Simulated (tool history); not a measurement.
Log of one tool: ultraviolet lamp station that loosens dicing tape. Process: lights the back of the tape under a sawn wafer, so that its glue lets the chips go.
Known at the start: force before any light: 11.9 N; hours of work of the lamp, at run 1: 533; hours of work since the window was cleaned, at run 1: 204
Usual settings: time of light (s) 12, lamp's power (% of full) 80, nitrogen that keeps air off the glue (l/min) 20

run,hour,time of light (s),lamp's power (% of full),nitrogen that keeps air off the glue (l/min),hours of work of the lamp,hours of work since the window was cleaned,force that peels the tape off (N),light that reached the tape (mJ/cm2)
1,0,12,80,20,533,204,1.15,211
2,16.5,12,80,20,541,213,1.203,216
3,40.8,20,80,20,554,225,0.359,346
4,53.5,12,80,20,560,232,1.234,209
5,77.6,12,80,20,573,244,1.22,203
6,91.3,12,80,20,580,252,1.24,206
7,106.5,12,80,9,588,260,2.429,203
8,129.1,12,80,9,600,271,2.4,198
# hour 147.9: window cleaned of glue's vapour
9,154.8,12,80,9,613,4,1.781,235
10,181,12,80,9,627,17,1.941,231
11,199.5,12,78,20,637,27,1.032,227
12,213.6,12,78,20,644,34,1.061,224
13,234.2,12,64,20,655,45,1.588,180
14,253.2,12,64,20,665,55,1.668,175
15,267.4,12,80,20,672,62,1.048,215
16,280.4,12,76,20,679,69,1.229,207
17,298,12,80,20,688,78,1.119,212
18,313.4,12,80,20,696,87,1.175,215
19,333.9,23,80,20,707,97,0.244,410
20,351.8,23,80,10,716,107,0.51,402
21,376.3,18,80,17,729,119,0.553,308

Forecast run 22:
22,402.2,23,71,15,743,133,?,?

force that peels the tape off (N): 0.468
light that reached the tape (mJ/cm2): 347
Without the tool's hidden state the same run would have given force that peels the tape off (N) 0.213, light that reached the tape (mJ/cm2) 495.
